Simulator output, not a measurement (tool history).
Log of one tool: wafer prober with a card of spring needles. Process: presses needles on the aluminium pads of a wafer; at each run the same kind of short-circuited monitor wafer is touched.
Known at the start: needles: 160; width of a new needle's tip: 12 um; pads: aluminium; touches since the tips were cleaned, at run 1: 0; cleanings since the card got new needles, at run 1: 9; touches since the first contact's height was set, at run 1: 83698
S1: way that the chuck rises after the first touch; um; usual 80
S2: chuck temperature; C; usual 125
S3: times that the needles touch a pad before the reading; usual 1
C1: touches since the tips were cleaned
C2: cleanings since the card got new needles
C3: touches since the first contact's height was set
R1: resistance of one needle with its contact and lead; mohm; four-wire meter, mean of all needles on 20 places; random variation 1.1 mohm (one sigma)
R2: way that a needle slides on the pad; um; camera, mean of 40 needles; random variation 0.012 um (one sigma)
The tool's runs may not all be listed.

run,hour,S1,S2,S3,C1,C2,C3,R1,R2
1,0.0,80,125,1,0,9,83698,118,15.46
# hour 25.8: tips cleaned on abrasive film
# hour 51.5: tips cleaned on abrasive film
# hour 73.0: tips cleaned on abrasive film
2,73.0,80,125,1,0,12,112285,116,15.41
# hour 94.4: tips cleaned on abrasive film
# hour 121.1: tips cleaned on abrasive film
# hour 121.4: height of the first contact set anew
3,138.5,80,125,1,6712,14,6712,128,15.56
# hour 143.9: tips cleaned on abrasive film
# hour 165.3: tips cleaned on abrasive film
# hour 191.5: tips cleaned on abrasive film
4,194.3,80,94,1,1109,17,28577,119,15.51
# hour 214.5: tips cleaned on abrasive film
# hour 239.7: tips cleaned on abrasive film
# hour 265.7: tips cleaned on abrasive film
# hour 287.1: tips cleaned on abrasive film
5,287.3,80,94,1,87,21,64978,115,15.48
# hour 308.7: tips cleaned on abrasive film
# hour 334.9: tips cleaned on abrasive film
6,355.9,80,94,1,8256,23,91892,124,15.48
# hour 361.1: tips cleaned on abrasive film
# hour 381.8: tips cleaned on abrasive film, once more
# hour 403.2: tips cleaned on abrasive film
# hour 424.5: tips cleaned on abrasive film
7,445.4,80,28,1,8208,27,126940,112,15.43
# hour 450.8: tips cleaned on abrasive film
# hour 456.5: height of the first contact set anew
# hour 472.5: tips cleaned on abrasive film
# hour 498.3: tips cleaned on abrasive film
# hour 524.4: tips cleaned on abrasive film
8,534.4,80,28,1,3931,31,30545,110,15.50
# hour 550.5: tips cleaned on abrasive film
# hour 576.4: tips cleaned on abrasive film
# hour 602.0: tips cleaned on abrasive film
# hour 628.3: tips cleaned on abrasive film
9,633.2,78,28,1,1919,35,69250,108,15.10
# hour 654.6: tips cleaned on abrasive film
# hour 680.6: tips cleaned on abrasive film
# hour 707.2: tips cleaned on abrasive film
10,712.7,78,28,1,2159,38,100398,108,15.07
# hour 733.8: tips cleaned on abrasive film
# hour 760.6: tips cleaned on abrasive film
# hour 787.3: tips cleaned on abrasive film
11,788.1,78,28,3,343,41,129952,103,15.05
# hour 793.7: height of the first contact set anew
# hour 809.4: tips cleaned on abrasive film
12,829.9,78,28,3,8066,42,14164,108,15.15
# hour 835.3: tips cleaned on abrasive film
# hour 860.2: tips cleaned on abrasive film
# hour 881.6: tips cleaned on abrasive film
# hour 907.8: tips cleaned on abrasive film
13,922.6,78,28,3,5815,46,50474,106,15.14
# hour 932.4: tips cleaned on abrasive film
# hour 958.9: tips cleaned on abrasive film
14,971.8,80,125,1,5092,48,69777,126,15.47
# hour 982.6: tips cleaned on abrasive film
# hour 1004.0: tips cleaned on abrasive film
# hour 1030.6: tips cleaned on abrasive film
# hour 1052.0: tips cleaned on abrasive film
15,1063.7,80,125,1,4595,52,105732,122,15.45
# hour 1073.6: tips cleaned on abrasive film
# hour 1099.0: tips cleaned on abrasive film
# hour 1125.5: tips cleaned on abrasive film
# hour 1131.1: height of the first contact set anew
16,1134.9,80,41,1,3592,55,1499,111,15.52
# hour 1151.0: tips cleaned on abrasive film
# hour 1177.7: tips cleaned on abrasive film
# hour 1203.3: tips cleaned on abrasive film
17,1222.3,80,41,1,7481,58,35763,116,15.51
# hour 1227.7: tips cleaned on abrasive film
# hour 1254.4: tips cleaned on abrasive film
# hour 1278.2: tips cleaned on abrasive film
# hour 1304.3: tips cleaned on abrasive film
18,1307.6,80,44,3,1297,62,69173,106,15.48
# hour 1328.6: tips cleaned on abrasive film
# hour 1355.3: tips cleaned on abrasive film
19,1371.6,66,41,1,6395,64,94243,114,12.76
# hour 1377.0: tips cleaned on abrasive film
# hour 1401.2: tips cleaned on abrasive film
# hour 1422.6: tips cleaned on abrasive film
# hour 1449.0: tips cleaned on abrasive film
# hour 1464.5: height of the first contact set anew
# hour 1475.1: tips cleaned on abrasive film
20,1475.1,68,41,1,0,69,4099,105,13.20
# hour 1500.8: tips cleaned on abrasive film
# hour 1527.0: tips cleaned on abrasive film
21,1546.6,72,125,2,7714,71,32157,123,13.95
# hour 1552.0: tips cleaned on abrasive film
# hour 1575.8: tips cleaned on abrasive film
# hour 1601.0: tips cleaned on abrasive film
22,1604.8,72,125,2,1465,74,54925,117,13.92
# hour 1626.2: tips cleaned on abrasive film
# hour 1652.9: tips cleaned on abrasive film
23,1665.5,86,125,1,4955,76,78720,122,16.62
# hour 1675.8: tips cleaned on abrasive film
# hour 1697.2: tips cleaned on abrasive film
# hour 1719.1: tips cleaned on abrasive film
24,1719.1,80,64,1,0,79,99712,109,15.45
# hour 1740.5: tips cleaned on abrasive film
# hour 1761.9: tips cleaned on abrasive film
25,1778.0,80,64,1,6319,81,122779,116,15.42
# hour 1783.4: tips cleaned on abrasive film
# hour 1799.7: height of the first contact set anew
# hour 1809.6: tips cleaned on abrasive film
# hour 1835.2: tips cleaned on abrasive film
26,1854.2,65,125,1,7478,84,21383,125,12.60
# hour 1858.8: tips cleaned on abrasive film
# hour 1884.5: tips cleaned on abrasive film
# hour 1905.9: tips cleaned on abrasive film
27,1926.6,80,97,1,8151,87,49746,121,15.50
# hour 1932.1: tips cleaned on abrasive film
# hour 1953.4: tips cleaned on abrasive film
# hour 1978.0: tips cleaned on abrasive film
28,1997.5,97,61,1,7664,90,77490,117,18.77

Hidden state at the last listed run before each entry between runs and at the first one after, where it differs:
Between runs 1 and 2: tips cleaned on abrasive film (hour 25.8); tips cleaned on abrasive film (hour 51.5); tips cleaned on abrasive film (hour 73.0)
  debris on the tips, nm: 5.1 -> 5.2; way that the needles fall short of the set height, um: 0.38 -> 0.64; tips' diameter, um: 12.13 -> 12.21
  measured less the result without the state, R1: +1 -> +0 mohm; R2: -0.08 -> -0.13 um
Between runs 2 and 3: tips cleaned on abrasive film (hour 94.4); tips cleaned on abrasive film (hour 121.1); height of the first contact set anew (hour 121.4)
  debris on the tips, nm: 5.2 -> 61; way that the needles fall short of the set height, um: 0.64 -> 0; tips' diameter, um: 12.21 -> 12.23
  measured less the result without the state, R1: +0 -> +10 mohm; R2: -0.13 -> +0.00 um
Between runs 3 and 4: tips cleaned on abrasive film (hour 143.9); tips cleaned on abrasive film (hour 165.3); tips cleaned on abrasive film (hour 191.5)
  debris on the tips, nm: 61 -> 28.5; way that the needles fall short of the set height, um: 0 -> 0.13; tips' diameter, um: 12.23 -> 12.27
  measured less the result without the state, R1: +10 -> +5 mohm; R2: +0.00 -> -0.03 um
Between runs 4 and 5: tips cleaned on abrasive film (hour 214.5); tips cleaned on abrasive film (hour 239.7); tips cleaned on abrasive film (hour 265.7); tips cleaned on abrasive film (hour 287.1)
  debris on the tips, nm: 28.5 -> 7.7; way that the needles fall short of the set height, um: 0.13 -> 0.3; tips' diameter, um: 12.27 -> 12.33
  measured less the result without the state, R1: +5 -> +1 mohm; R2: -0.03 -> -0.06 um
Between runs 5 and 6: tips cleaned on abrasive film (hour 308.7); tips cleaned on abrasive film (hour 334.9)
  debris on the tips, nm: 7.7 -> 63; way that the needles fall short of the set height, um: 0.3 -> 0.39; tips' diameter, um: 12.33 -> 12.36
  measured less the result without the state, R1: +1 -> +10 mohm; R2: -0.06 -> -0.07 um
Between runs 6 and 7: tips cleaned on abrasive film (hour 361.1); tips cleaned on abrasive film, once more (hour 381.8); tips cleaned on abrasive film (hour 403.2); tips cleaned on abrasive film (hour 424.5)
  debris on the tips, nm: 63 -> 61.1; way that the needles fall short of the set height, um: 0.39 -> 0.51; tips' diameter, um: 12.36 -> 12.41
  measured less the result without the state, R1: +10 -> +10 mohm; R2: -0.07 -> -0.10 um
Between runs 7 and 8: tips cleaned on abrasive film (hour 450.8); height of the first contact set anew (hour 456.5); tips cleaned on abrasive film (hour 472.5); tips cleaned on abrasive film (hour 498.3); tips cleaned on abrasive film (hour 524.4)
  debris on the tips, nm: 61.1 -> 52.2; way that the needles fall short of the set height, um: 0.51 -> 0.12; tips' diameter, um: 12.41 -> 12.46
  measured less the result without the state, R1: +10 -> +7 mohm; R2: -0.10 -> -0.02 um
Between runs 8 and 9: tips cleaned on abrasive film (hour 550.5); tips cleaned on abrasive film (hour 576.4); tips cleaned on abrasive film (hour 602.0); tips cleaned on abrasive film (hour 628.3)
  debris on the tips, nm: 52.2 -> 37.6; way that the needles fall short of the set height, um: 0.12 -> 0.27; tips' diameter, um: 12.46 -> 12.52
  measured less the result without the state, R1: +7 -> +5 mohm; R2: -0.02 -> -0.05 um
Between runs 9 and 10: tips cleaned on abrasive film (hour 654.6); tips cleaned on abrasive film (hour 680.6); tips cleaned on abrasive film (hour 707.2)
  debris on the tips, nm: 37.6 -> 30.1; way that the needles fall short of the set height, um: 0.27 -> 0.4; tips' diameter, um: 12.52 -> 12.56
  measured less the result without the state, R1: +5 -> +4 mohm; R2: -0.05 -> -0.07 um
Between runs 10 and 11: tips cleaned on abrasive film (hour 733.8); tips cleaned on abrasive film (hour 760.6); tips cleaned on abrasive film (hour 787.3)
  debris on the tips, nm: 30.1 -> 12.6; way that the needles fall short of the set height, um: 0.4 -> 0.51; tips' diameter, um: 12.56 -> 12.6
  measured less the result without the state, R1: +4 -> +1 mohm; R2: -0.07 -> -0.10 um
Between runs 11 and 12: height of the first contact set anew (hour 793.7); tips cleaned on abrasive film (hour 809.4)
  debris on the tips, nm: 12.6 -> 62.4; way that the needles fall short of the set height, um: 0.51 -> 0.04; tips' diameter, um: 12.6 -> 12.61
  measured less the result without the state, R1: +1 -> +3 mohm; R2: -0.10 -> -0.01 um
Between runs 12 and 13: tips cleaned on abrasive film (hour 835.3); tips cleaned on abrasive film (hour 860.2); tips cleaned on abrasive film (hour 881.6); tips cleaned on abrasive film (hour 907.8)
  debris on the tips, nm: 62.4 -> 56.1; way that the needles fall short of the set height, um: 0.04 -> 0.19; tips' diameter, um: 12.61 -> 12.67
  measured less the result without the state, R1: +3 -> +3 mohm; R2: -0.01 -> -0.04 um
Between runs 13 and 14: tips cleaned on abrasive film (hour 932.4); tips cleaned on abrasive film (hour 958.9)
  debris on the tips, nm: 56.1 -> 58.2; way that the needles fall short of the set height, um: 0.19 -> 0.28; tips' diameter, um: 12.67 -> 12.7
  measured less the result without the state, R1: +3 -> +9 mohm; R2: -0.04 -> -0.06 um
Between runs 14 and 15: tips cleaned on abrasive film (hour 982.6); tips cleaned on abrasive film (hour 1004.0); tips cleaned on abrasive film (hour 1030.6); tips cleaned on abrasive film (hour 1052.0)
  debris on the tips, nm: 58.2 -> 55.7; way that the needles fall short of the set height, um: 0.28 -> 0.46; tips' diameter, um: 12.7 -> 12.76
  measured less the result without the state, R1: +9 -> +7 mohm; R2: -0.06 -> -0.09 um
Between runs 15 and 16: tips cleaned on abrasive film (hour 1073.6); tips cleaned on abrasive film (hour 1099.0); tips cleaned on abrasive film (hour 1125.5); height of the first contact set anew (hour 1131.1)
  debris on the tips, nm: 55.7 -> 49.4; way that the needles fall short of the set height, um: 0.46 -> 0; tips' diameter, um: 12.76 -> 12.8
  measured less the result without the state, R1: +7 -> +7 mohm; R2: -0.09 -> +0.00 um
Between runs 16 and 17: tips cleaned on abrasive film (hour 1151.0); tips cleaned on abrasive film (hour 1177.7); tips cleaned on abrasive film (hour 1203.3)
  debris on the tips, nm: 49.4 -> 62.5; way that the needles fall short of the set height, um: 0 -> 0.1; tips' diameter, um: 12.8 -> 12.84
  measured less the result without the state, R1: +7 -> +9 mohm; R2: +0.00 -> -0.02 um
Between runs 17 and 18: tips cleaned on abrasive film (hour 1227.7); tips cleaned on abrasive film (hour 1254.4); tips cleaned on abrasive film (hour 1278.2); tips cleaned on abrasive film (hour 1304.3)
  debris on the tips, nm: 62.5 -> 29; way that the needles fall short of the set height, um: 0.1 -> 0.29; tips' diameter, um: 12.84 -> 12.91
  measured less the result without the state, R1: +9 -> +1 mohm; R2: -0.02 -> -0.06 um
Between runs 18 and 19: tips cleaned on abrasive film (hour 1328.6); tips cleaned on abrasive film (hour 1355.3)
  debris on the tips, nm: 29 -> 59.9; way that the needles fall short of the set height, um: 0.29 -> 0.37; tips' diameter, um: 12.91 -> 12.93
  measured less the result without the state, R1: +1 -> +10 mohm; R2: -0.06 -> -0.07 um
Between runs 19 and 20: tips cleaned on abrasive film (hour 1377.0); tips cleaned on abrasive film (hour 1401.2); tips cleaned on abrasive film (hour 1422.6); tips cleaned on abrasive film (hour 1449.0); height of the first contact set anew (hour 1464.5); tips cleaned on abrasive film (hour 1475.1)
  debris on the tips, nm: 59.9 -> 4.4; way that the needles fall short of the set height, um: 0.37 -> 0.05; tips' diameter, um: 12.93 -> 13.01
  measured less the result without the state, R1: +10 -> +0 mohm; R2: -0.07 -> -0.01 um
Between runs 20 and 21: tips cleaned on abrasive film (hour 1500.8); tips cleaned on abrasive film (hour 1527.0)
  debris on the tips, nm: 4.4 -> 63; way that the needles fall short of the set height, um: 0.05 -> 0.14; tips' diameter, um: 13.01 -> 13.04
  measured less the result without the state, R1: +0 -> +4 mohm; R2: -0.01 -> -0.02 um
Between runs 21 and 22: tips cleaned on abrasive film (hour 1552.0); tips cleaned on abrasive film (hour 1575.8); tips cleaned on abrasive film (hour 1601.0)
  debris on the tips, nm: 63 -> 27; way that the needles fall short of the set height, um: 0.14 -> 0.27; tips' diameter, um: 13.04 -> 13.09
  measured less the result without the state, R1: +4 -> +1 mohm; R2: -0.02 -> -0.05 um
Between runs 22 and 23: tips cleaned on abrasive film (hour 1626.2); tips cleaned on abrasive film (hour 1652.9)
  debris on the tips, nm: 27 -> 54.5; way that the needles fall short of the set height, um: 0.27 -> 0.36; tips' diameter, um: 13.09 -> 13.12
  measured less the result without the state, R1: +1 -> +7 mohm; R2: -0.05 -> -0.07 um
Between runs 23 and 24: tips cleaned on abrasive film (hour 1675.8); tips cleaned on abrasive film (hour 1697.2); tips cleaned on abrasive film (hour 1719.1)
  debris on the tips, nm: 54.5 -> 7.1; way that the needles fall short of the set height, um: 0.36 -> 0.48; tips' diameter, um: 13.12 -> 13.16
  measured less the result without the state, R1: +7 -> +0 mohm; R2: -0.07 -> -0.10 um
Between runs 24 and 25: tips cleaned on abrasive film (hour 1740.5); tips cleaned on abrasive film (hour 1761.9)
  debris on the tips, nm: 7.1 -> 59.6; way that the needles fall short of the set height, um: 0.48 -> 0.56; tips' diameter, um: 13.16 -> 13.19
  measured less the result without the state, R1: +0 -> +7 mohm; R2: -0.10 -> -0.11 um
Between runs 25 and 26: tips cleaned on abrasive film (hour 1783.4); height of the first contact set anew (hour 1799.7); tips cleaned on abrasive film (hour 1809.6); tips cleaned on abrasive film (hour 1835.2)
  debris on the tips, nm: 59.6 -> 61.2; way that the needles fall short of the set height, um: 0.56 -> 0.08; tips' diameter, um: 13.19 -> 13.23
  measured less the result without the state, R1: +7 -> +9 mohm; R2: -0.11 -> -0.01 um
Between runs 26 and 27: tips cleaned on abrasive film (hour 1858.8); tips cleaned on abrasive film (hour 1884.5); tips cleaned on abrasive film (hour 1905.9)
  debris on the tips, nm: 61.2 -> 62.8; way that the needles fall short of the set height, um: 0.08 -> 0.19; tips' diameter, um: 13.23 -> 13.27
  measured less the result without the state, R1: +9 -> +8 mohm; R2: -0.01 -> -0.04 um
Between runs 27 and 28: tips cleaned on abrasive film (hour 1932.1); tips cleaned on abrasive film (hour 1953.4); tips cleaned on abrasive film (hour 1978.0)
  debris on the tips, nm: 62.8 -> 60.7; way that the needles fall short of the set height, um: 0.19 -> 0.31; tips' diameter, um: 13.27 -> 13.31
  measured less the result without the state, R1: +8 -> +7 mohm; R2: -0.04 -> -0.06 um

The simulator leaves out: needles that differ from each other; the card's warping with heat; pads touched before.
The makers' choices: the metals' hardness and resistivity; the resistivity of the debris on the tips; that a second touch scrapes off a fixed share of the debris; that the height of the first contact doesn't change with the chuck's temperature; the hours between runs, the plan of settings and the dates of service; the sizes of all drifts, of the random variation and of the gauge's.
